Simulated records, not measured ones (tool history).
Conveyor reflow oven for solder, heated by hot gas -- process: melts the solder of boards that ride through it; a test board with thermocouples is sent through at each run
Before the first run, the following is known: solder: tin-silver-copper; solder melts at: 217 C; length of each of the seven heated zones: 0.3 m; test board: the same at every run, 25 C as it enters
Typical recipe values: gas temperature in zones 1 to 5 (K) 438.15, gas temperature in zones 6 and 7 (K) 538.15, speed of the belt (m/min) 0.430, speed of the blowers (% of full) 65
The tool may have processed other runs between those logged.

run	day	gas temperature in zones 1 to 5 (K)	gas temperature in zones 6 and 7 (K)	speed of the belt (m/min)	speed of the blowers (% of full)	highest temperature of the board (K)	time above the solder's melting point (s)
1	0.000	438.15	538.15	0.430	65	519.95	53.7
2	0.254	438.15	538.15	0.430	65	519.85	53.8
3	0.533	438.15	538.15	0.430	65	520.15	53.5
4	0.833	438.15	538.15	0.430	65	519.55	53.1
5	1.200	438.15	538.15	0.430	65	520.15	53.4
6	1.512	438.15	538.15	0.430	65	520.05	53.0
7	1.779	438.15	538.15	0.430	65	519.55	53.6
8	1.954	438.15	538.15	0.430	65	520.05	53.3
9	2.183	438.15	538.15	0.430	65	519.35	52.8
10	2.533	438.15	538.15	0.430	65	519.65	53.0
11	2.833	438.15	538.15	0.430	65	517.85	51.9
12	3.079	438.15	538.15	0.430	65	517.95	51.5
13	3.375	438.15	538.15	0.430	65	517.75	51.4
14	3.592	438.15	538.15	0.430	65	518.15	50.9
15	3.967	438.15	538.15	0.430	71	519.45	53.8
16	4.162	438.15	538.15	0.430	71	520.05	53.5
17	4.325	448.15	538.15	0.392	57	519.95	62.5
18	4.629	448.15	538.15	0.392	57	519.95	63.3
19	4.888	448.15	538.15	0.392	57	519.95	63.5
20	5.204	448.15	538.15	0.392	57	520.45	63.9
21	5.483	447.15	538.15	0.392	57	519.85	62.1
22	5.825	447.15	538.15	0.392	57	519.75	62.8
23	6.046	447.15	538.15	0.392	57	519.55	61.6
24	6.254	446.15	538.15	0.392	54	518.25	59.7
25	6.554	446.15	538.15	0.392	54	518.35	60.0
26	6.800	438.15	550.15	0.517	89	527.85	50.1

Not shown here: 1 entry made in the log between runs. Locate each between two listed runs and compare the hidden state at the listed run before it with the hidden state at the listed run after it:
Runs 10 to 11: thermocouples of zones 6 and 7 changed (day 2.679)
  heat that the gas passes to the board, % of a clean oven's: 98 -> 97.9; true gas temperature in zones 6 and 7 over the reading, C: 2.98 -> 0.39
  measured value less the no-hidden-state value, highest temperature of the board (K): +2.00 -> -0.10; time above the solder's melting point (s): +1.9 -> -0.2

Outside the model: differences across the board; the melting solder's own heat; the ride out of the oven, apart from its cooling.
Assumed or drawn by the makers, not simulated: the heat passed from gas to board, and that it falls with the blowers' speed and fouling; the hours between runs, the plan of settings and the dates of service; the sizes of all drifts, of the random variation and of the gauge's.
